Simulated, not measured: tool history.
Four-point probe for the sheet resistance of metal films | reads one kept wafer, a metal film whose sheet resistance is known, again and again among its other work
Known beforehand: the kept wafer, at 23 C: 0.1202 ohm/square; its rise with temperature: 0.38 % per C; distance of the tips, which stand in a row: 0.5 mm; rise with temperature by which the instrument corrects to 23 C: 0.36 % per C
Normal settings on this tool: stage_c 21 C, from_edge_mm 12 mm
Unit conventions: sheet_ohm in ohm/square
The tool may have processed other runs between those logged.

| run | hour | stage_c | from_edge_mm | sheet_ohm |
|---|---|---|---|---|
| 1 | 0 | 21 | 12 | 0.120597 |
| 2 | 58.6 | 21 | 12 | 0.120623 |
| 3 | 150.7 | 21 | 24 | 0.120582 |
| 4 | 254.5 | 21 | 24 | 0.120635 |
| 5 | 302.7 | 25 | 24 | 0.120743 |
| 6 | 387 | 25 | 24 | 0.12077 |
| 7 | 440.5 | 21 | 13 | 0.120648 |
| 8 | 534.8 | 18 | 12 | 0.120673 |
| 9 | 635.9 | 18 | 12 | 0.120672 |
| 10 | 696 | 18 | 48 | 0.120581 |
| 11 | 805.1 | 18 | 48 | 0.120629 |
| 12 | 850.4 | 21 | 12 | 0.120844 |
| 13 | 914.1 | 21 | 12 | 0.120879 |
| 14 | 1015 | 30 | 12 | 0.121168 |
| 15 | 1124.8 | 30 | 12 | 0.121127 |
| 16 | 1199.8 | 30 | 12 | 0.121226 |
| 17 | 1282.9 | 30 | 12 | 0.121221 |
| 18 | 1389.9 | 30 | 12 | 0.121267 |
| 19 | 1498.8 | 30 | 12 | 0.121332 |
| 20 | 1579.3 | 30 | 12 | 0.12131 |
| 21 | 1668.4 | 31 | 7 | 0.121522 |
| 22 | 1758.4 | 22 | 7 | 0.121357 |
| 23 | 1845.4 | 19 | 66 | 0.120898 |
| 24 | 1899 | 26 | 37 | 0.121154 |
| 25 | 1982.6 | 31 | 25 | 0.121353 |
| 26 | 2092.4 | 24 | 16 | 0.12115 |
| 27 | 2195.1 | 21 | 7 | 0.121348 |
| 28 | 2263.9 | 35 | 22 | 0.121507 |
| 29 | 2369.2 | 28 | 4 | 0.12231 |
| 30 | 2437 | 20 | 12 | 0.121174 |
| 31 | 2509.9 | 21 | 17 | 0.121207 |
| 32 | 2607.9 | 22 | 8 | 0.12139 |
| 33 | 2703 | 24 | 5 | 0.121914 |
| 34 | 2757.8 | 27 | 4 | 0.122395 |
| 35 | 2805.5 | 27 | 4 | 0.122428 |
| 36 | 2910.4 | 27 | 4 | 0.122394 |
| 37 | 2960.9 | 20 | 13 | 0.12123 |

Branching from run 37: 3 alternative next runs. What would each branch give?
| A | 3062 | 26 | 23 | ? |
| B | 3062 | 20 | 4 | ? |
| C | 3062 | 30 | 7 | ? |

| run | sheet_ohm |
|---|---|
| A | 0.121405 |
| B | 0.122227 |
| C | 0.121758 |
What these runs would have given with no unlogged condition in the tool:
| run | sheet_ohm |
|---|---|
| A | 0.120312 |
| B | 0.121119 |
| C | 0.120667 |
